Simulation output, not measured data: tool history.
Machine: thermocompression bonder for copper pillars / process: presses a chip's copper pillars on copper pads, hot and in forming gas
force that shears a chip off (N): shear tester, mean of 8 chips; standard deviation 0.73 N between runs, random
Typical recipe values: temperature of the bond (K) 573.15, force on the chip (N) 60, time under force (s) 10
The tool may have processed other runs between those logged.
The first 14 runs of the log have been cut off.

run   hour  temperature of the bond (K)  force on the chip (N)  time under force (s)  force that shears a chip off (N)
 15    291                       573.15                     60                    15                              51.6
     296.7  -- forming gas filter changed
 16  314.6                       573.15                     60                    25                                66
 17  326.6                       573.15                     43                    10                              39.4
 18  339.3                       573.15                     43                    10                                40
 19  351.1                       573.15                     43                    10                              39.1
 20  371.8                       573.15                     43                    10                              38.1
 21  400.1                       573.15                     60                    10                              50.3
 22  419.9                       573.15                     60                    10                              49.7
 23  438.4                       573.15                     60                    23                              62.6
 24  452.3                       593.15                     60                    23                              68.4
 25  476.9                       593.15                     60                     5                                46
 26  497.7                       570.15                     60                     8                              44.7
 27  520.8                       570.15                     60                     8                              43.6
 28  545.3                       573.15                     69                     9                              50.1
 29  557.9                       594.15                     60                    10                              54.1
     570.3  -- forming gas filter changed
 30  572.7                       594.15                     60                    10                              62.4
 31  594.5                       582.15                     44                    14                              49.1

What does the tool deliver on the next run?
 32  622.9                       564.15                     57                    19                                 ?

Run 32 measured force that shears a chip off (N) 57.4.
Were there no unlogged condition in the tool, this run, its random variation unchanged, would have produced force that shears a chip off (N) 58.5.
